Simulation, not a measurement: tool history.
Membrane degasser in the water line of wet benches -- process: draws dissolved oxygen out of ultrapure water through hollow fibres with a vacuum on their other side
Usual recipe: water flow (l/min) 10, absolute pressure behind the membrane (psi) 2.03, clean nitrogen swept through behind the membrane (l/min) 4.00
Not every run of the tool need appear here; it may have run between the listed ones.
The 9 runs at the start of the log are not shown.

run	hour	water flow (l/min)	absolute pressure behind the membrane (psi)	clean nitrogen swept through behind the membrane (l/min)	dissolved oxygen in the water behind the degasser (ppb)	pressure that the water loses in the fibres (psi)
10	431.3	10	2.03	7.00	104.6	6.912
11	458.2	10	2.03	7.00	104.4	6.863
12	497.5	10	2.03	4.00	132.0	6.807
13	546.7	10	2.03	4.00	135.3	6.862
14	587.1	10	2.03	4.00	132.1	6.875
15	647.1	10	2.03	4.00	134.0	6.886
16	702.0	10	3.39	2.16	288.7	6.820
17	735.7	10	2.18	8.85	98.5	6.881
18	781.4	10	2.18	8.85	98.5	6.881
19	814.9	10	2.18	8.85	100.0	6.907
20	843.8	9	2.07	9.40	67.4	6.183
21	901.1	9	3.99	3.06	217.5	6.167
22	958.7	12	3.99	3.06	359.5	8.283
23	1012.0	9	2.25	7.90	76.9	6.196
24	1058.4	13	3.03	4.00	328.2	8.971
25	1087.5	13	3.03	4.00	321.9	8.958
26	1134.4	10	1.86	12.00	86.3	6.904
27	1169.6	7	1.58	5.13	38.8	4.812
28	1199.9	7	3.61	2.59	158.2	4.782
29	1245.4	7	3.61	2.59	159.0	4.859
30	1273.1	8	1.99	4.86	66.6	5.568

Each row is a separate what-if for the run after 30, all from the same tool condition, not one after another. Results?
A	1331.8	8	3.35	5.69	?	?
B	1331.8	11	1.46	1.76	?	?
C	1331.8	10	1.84	4.00	?	?
D	1331.8	8	4.22	2.46	?	?

run	dissolved oxygen in the water behind the degasser (ppb)	pressure that the water loses in the fibres (psi)
A	94.7	5.471
B	201.7	7.567
C	127.3	6.907
D	230.2	5.517
Had the tool no hidden state, the same runs would have come out as:
run	dissolved oxygen in the water behind the degasser (ppb)	pressure that the water loses in the fibres (psi)
A	90.0	5.358
B	190.3	7.410
C	119.2	6.765
D	222.3	5.403
